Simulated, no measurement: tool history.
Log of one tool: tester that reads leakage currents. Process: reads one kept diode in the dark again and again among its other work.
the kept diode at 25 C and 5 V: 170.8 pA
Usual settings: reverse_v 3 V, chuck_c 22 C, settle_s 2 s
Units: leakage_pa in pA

Run 1, hour 0: usual settings. Result: leakage_pa 116.08 pA.
At hour 39.8: chuck's temperature calibrated.
Run 2, hour 175.9: usual settings but chuck_c 55 C. Result: leakage_pa 1730.88 pA.
Run 3, hour 362: usual settings but chuck_c 55 C. Result: leakage_pa 1748.02 pA.
Run 4, hour 470.7: usual settings but chuck_c 55 C. Result: leakage_pa 1749.19 pA.
Run 5, hour 635.2: usual settings but chuck_c 55 C. Result: leakage_pa 1767.94 pA.
Run 6, hour 787.3: usual settings but chuck_c 55 C. Result: leakage_pa 1778.54 pA.
Run 7, hour 871.1: usual settings. Result: leakage_pa 108.26 pA.
Run 8, hour 1067.5: usual settings. Result: leakage_pa 109.22 pA.
Run 9, hour 1222.9: usual settings but chuck_c 26 C. Result: leakage_pa 158.75 pA.
Run 10, hour 1341.6: usual settings but chuck_c 23 C. Result: leakage_pa 121.39 pA.
At hour 1409.8: probe card cleaned and baked.
Run 11, hour 1500: usual settings but reverse_v 9.1 V, chuck_c 23 C. Result: leakage_pa 187.7 pA.
Run 12, hour 1584: usual settings but reverse_v 1.7 V. Result: leakage_pa 88.49 pA.
Run 13, hour 1778: usual settings but reverse_v 2.4 V, chuck_c 43 C, settle_s 1.29 s. Result: leakage_pa 648.32 pA.
Run 14, hour 1859.2: usual settings but reverse_v 13.04 V, chuck_c 46 C, settle_s 0.68 s. Result: leakage_pa 1604.31 pA.
Run 15, hour 2053.3: usual settings but reverse_v 16.23 V, chuck_c 29 C, settle_s 1.78 s. Result: leakage_pa 414.2 pA.
Run 16, hour 2225.7: usual settings but reverse_v 2.9 V, chuck_c 29 C, settle_s 0.81 s. Result: leakage_pa 213.54 pA.
Run 17, hour 2330.9: usual settings but chuck_c 31 C, settle_s 0.42 s. Result: leakage_pa 260.32 pA.
Run 18, hour 2520.8: usual settings but chuck_c 31 C, settle_s 0.42 s. Result: leakage_pa 263.11 pA.
At hour 2540.3: chuck's temperature calibrated.
Run 19, hour 2625.2: usual settings but reverse_v 1.41 V, chuck_c 29 C, settle_s 1.89 s. Result: leakage_pa 150.52 pA.
Run 20, hour 2726.1: usual settings but reverse_v 13.9 V, chuck_c 59 C, settle_s 1.51 s. Result: leakage_pa 4302.86 pA.

Forecast each of these 3 alternatives for the next run:
Run A, hour 2899.5: usual settings but chuck_c 43 C, settle_s 3.53 s. Result: leakage_pa ?.
Run B, hour 2899.5: usual settings but settle_s 3.15 s. Result: leakage_pa ?.
Run C, hour 2899.5: usual settings but reverse_v 13.9 V, chuck_c 59 C, settle_s 1.51 s. Result: leakage_pa ?.

run  leakage_pa
  A      680.12
  B      106.67
  C     4313.14
Without the tool's hidden state the same runs would have given:
run  leakage_pa
  A         678
  B      105.83
  C     4303.79

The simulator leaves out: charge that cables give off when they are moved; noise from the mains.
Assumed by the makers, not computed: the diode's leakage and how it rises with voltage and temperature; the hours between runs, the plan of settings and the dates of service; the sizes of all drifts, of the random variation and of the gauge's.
